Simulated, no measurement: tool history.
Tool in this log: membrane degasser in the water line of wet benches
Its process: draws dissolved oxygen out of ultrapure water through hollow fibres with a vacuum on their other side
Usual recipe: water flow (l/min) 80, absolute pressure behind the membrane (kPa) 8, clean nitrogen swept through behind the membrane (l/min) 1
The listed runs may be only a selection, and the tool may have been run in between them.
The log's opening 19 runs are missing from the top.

run,hour,water flow (l/min),absolute pressure behind the membrane (kPa),clean nitrogen swept through behind the membrane (l/min),dissolved oxygen in the water behind the degasser (ppb),pressure that the water loses in the fibres (kPa)
20,4610.4,50,15.25,2.18,571.9,19.8
21,4868.9,50,8,1.22,382.7,19.74
22,5040.6,76,7.57,2.16,313.7,30.22
23,5330.1,76,7.57,1,549,30.52
24,5656.7,76,5.82,0.69,426.4,30.38
25,5875.1,76,5.82,0.69,427,30.21
26,6100.5,80,6.4,0.79,491.2,32.01
27,6254.9,67,7.45,0.49,755.8,26.96
28,6436.8,106,12.07,0.55,1743.3,42.19
29,6631.5,106,7.83,2.16,433.6,42.34
# hour 6925.4: vacuum gauge calibrated
30,6938.3,79,14.92,0.6,1828.7,31.63
31,7222.1,102,15.9,2.13,1061.3,40.81
32,7463.6,54,5.33,1.69,141.7,21.77
33,7765.8,65,8,1.05,513.6,26

Here are 3 independent what-if runs from the current tool condition. What would each one return?
A,7973.3,74,13.66,1.05,?,?
B,7973.3,97,16.8,0.46,?,?
C,7973.3,128,13.6,1.08,?,?

run,dissolved oxygen in the water behind the degasser (ppb),pressure that the water loses in the fibres (kPa)
A,1153.5,29.88
B,2574.8,39.01
C,1571.9,51.57
Stripped of hidden state, with their random variation kept, the same runs would have yielded:
run,dissolved oxygen in the water behind the degasser (ppb),pressure that the water loses in the fibres (kPa)
A,1152.3,27.75
B,2579.2,36.22
C,1568,47.89
